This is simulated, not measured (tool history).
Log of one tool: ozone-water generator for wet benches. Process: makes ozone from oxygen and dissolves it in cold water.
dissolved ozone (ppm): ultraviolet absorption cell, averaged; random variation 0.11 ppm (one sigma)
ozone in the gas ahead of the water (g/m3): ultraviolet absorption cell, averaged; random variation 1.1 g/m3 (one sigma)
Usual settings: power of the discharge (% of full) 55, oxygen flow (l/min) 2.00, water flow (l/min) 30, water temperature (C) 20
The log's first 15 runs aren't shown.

run	hour	power of the discharge (% of full)	oxygen flow (l/min)	water flow (l/min)	water temperature (C)	dissolved ozone (ppm)	ozone in the gas ahead of the water (g/m3)
16	383.6	52	2.00	30	20	6.3	182.1
17	416.6	55	1.46	26	20	6.7	216.9
18	433.6	55	1.46	26	12	7.2	216.1
19	452.1	55	1.46	26	12	7.1	216.2
20	483.7	55	2.49	32	20	6.4	169.9
21	515.7	55	2.00	30	14	6.8	185.6
22	532.0	53	2.84	39	25	5.0	155.0
23	550.8	56	3.15	22	17	10.6	153.7
24	569.9	55	2.00	45	26	4.0	186.6
25	585.9	55	2.00	45	26	3.8	187.3
26	607.7	55	1.15	30	20	5.1	240.9
27	625.2	51	2.00	42	20	4.3	177.0
28	640.0	51	2.00	42	20	4.4	179.4
29	664.5	51	2.00	42	20	4.2	179.0
30	689.9	51	2.00	42	20	4.3	178.7

5 ways to go on from here, each from the tool as it stands after run 30. What would each give?
A	705.4	55	2.00	30	23	?	?
B	705.4	69	2.00	42	20	?	?
C	705.4	55	2.00	30	16	?	?
D	705.4	55	1.35	38	14	?	?
E	705.4	42	2.00	34	18	?	?

run	dissolved ozone (ppm)	ozone in the gas ahead of the water (g/m3)
A	6.5	186.1
B	4.8	210.3
C	6.6	188.1
D	4.4	224.1
E	4.9	162.7
Without the tool's hidden state the same runs would have given:
run	dissolved ozone (ppm)	ozone in the gas ahead of the water (g/m3)
A	6.8	188.9
B	5.1	213.9
C	6.9	191.0
D	4.6	227.5
E	5.1	164.7
